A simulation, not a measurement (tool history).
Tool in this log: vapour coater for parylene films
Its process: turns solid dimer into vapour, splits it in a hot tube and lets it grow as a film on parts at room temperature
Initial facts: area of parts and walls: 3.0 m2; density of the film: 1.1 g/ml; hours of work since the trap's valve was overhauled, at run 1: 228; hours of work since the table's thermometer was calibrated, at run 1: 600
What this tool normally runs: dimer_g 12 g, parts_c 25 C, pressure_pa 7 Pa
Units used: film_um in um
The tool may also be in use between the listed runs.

run,hour,dimer_g,parts_c,pressure_pa,hours of work since the trap's valve was overhauled,hours of work since the table's thermometer was calibrated,film_um
1,0,12,25,7,228,600,2.35
2,58.1,12,25,7,266,637,2.34
3,117.4,12,19,7,304,675,2.91
4,163.8,12,25,7,334,705,2.34
# hour 181.3: trap's valve overhauled
5,225.3,12,25,7,28,742,2.32
6,296.4,12,25,2.89,74,788,2.76
7,337.8,12,25,6.07,101,815,2.39
8,406.7,12,25,7,146,860,2.33
9,460.6,12,25,2.88,180,894,2.8
10,528.3,8,25,7,224,938,1.56
11,601.2,8,25,7,271,985,1.55
12,641.2,12,25,6.84,297,1011,2.33
13,680,12,25,7,322,1036,2.32
# hour 716: trap's valve overhauled
14,716,12,25,7,0,1057,2.32
15,776.9,12,25,7,39,1096,2.31
16,816.2,12,25,7,65,1122,2.35
17,849.6,12,25,2.04,86,1143,3
18,879.8,12,25,2.04,106,1163,2.99
19,914.9,12,25,7,128,1185,2.38
20,946.2,12,25,7,149,1206,2.3
21,991.4,12,25,7,178,1235,2.36
22,1026.2,16,25,7,200,1257,3.17
23,1061.7,12,25,4.3,223,1280,2.54
24,1096.3,12,27,4.36,246,1302,2.42
25,1156.4,10,18,3.35,284,1341,2.92
26,1200,12,37,4.24,313,1369,1.68
# hour 1254.6: trap's valve overhauled
27,1271.7,13,23,9.14,11,1413,2.57
28,1315.8,9,25,4.88,39,1442,1.87
29,1380.4,9,25,4.88,81,1483,1.87
30,1433.5,9,22,4.88,116,1518,2.1
31,1483.5,7,25,7,148,1550,1.41
32,1516.7,7,25,7,169,1571,1.38
33,1563.2,7,25,2.59,199,1601,1.67
34,1628.5,10,25,2.68,241,1644,2.39
35,1660.7,10,18,2.68,262,1664,2.96
36,1730.2,6,19,5.9,307,1709,1.52
# hour 1790.4: trap's valve overhauled
37,1790.4,12,19,6.89,0,1746,2.9
38,1841,12,25,3.39,33,1778,2.68
39,1879.7,5,25,3.95,58,1803,1.09
40,1930.7,5,25,3.95,91,1836,1.1
# hour 1963: table's thermometer calibrated
41,1984,5,25,3.95,124,14,1.1
42,2053.6,5,25,3.95,169,59,1.1
43,2120.4,5,25,7.17,213,102,0.96
44,2190,6,33,8.35,257,147,0.85
45,2262.5,6,33,8.35,304,193,0.83

What differs in the tool's unlogged condition from the final listed run ahead of each entry between runs to the first listed run following it?
Runs 4 to 5: trap's valve overhauled (hour 181.3)
  vapour lost through the trap's worn valve, %: 0.2 -> 0
Runs 13 to 14: trap's valve overhauled (hour 716)
  vapour lost through the trap's worn valve, %: 0.2 -> 0
Runs 26 to 27: trap's valve overhauled (hour 1254.6)
  vapour lost through the trap's worn valve, %: 0.2 -> 0; true temperature of the parts over the reading, C: 0.03 -> 0.04
Runs 36 to 37: trap's valve overhauled (hour 1790.4)
  vapour lost through the trap's worn valve, %: 0.2 -> 0
Runs 40 to 41: table's thermometer calibrated (hour 1963)
  vapour lost through the trap's worn valve, %: 0 -> 0.1; true temperature of the parts over the reading, C: 0.05 -> 0.01

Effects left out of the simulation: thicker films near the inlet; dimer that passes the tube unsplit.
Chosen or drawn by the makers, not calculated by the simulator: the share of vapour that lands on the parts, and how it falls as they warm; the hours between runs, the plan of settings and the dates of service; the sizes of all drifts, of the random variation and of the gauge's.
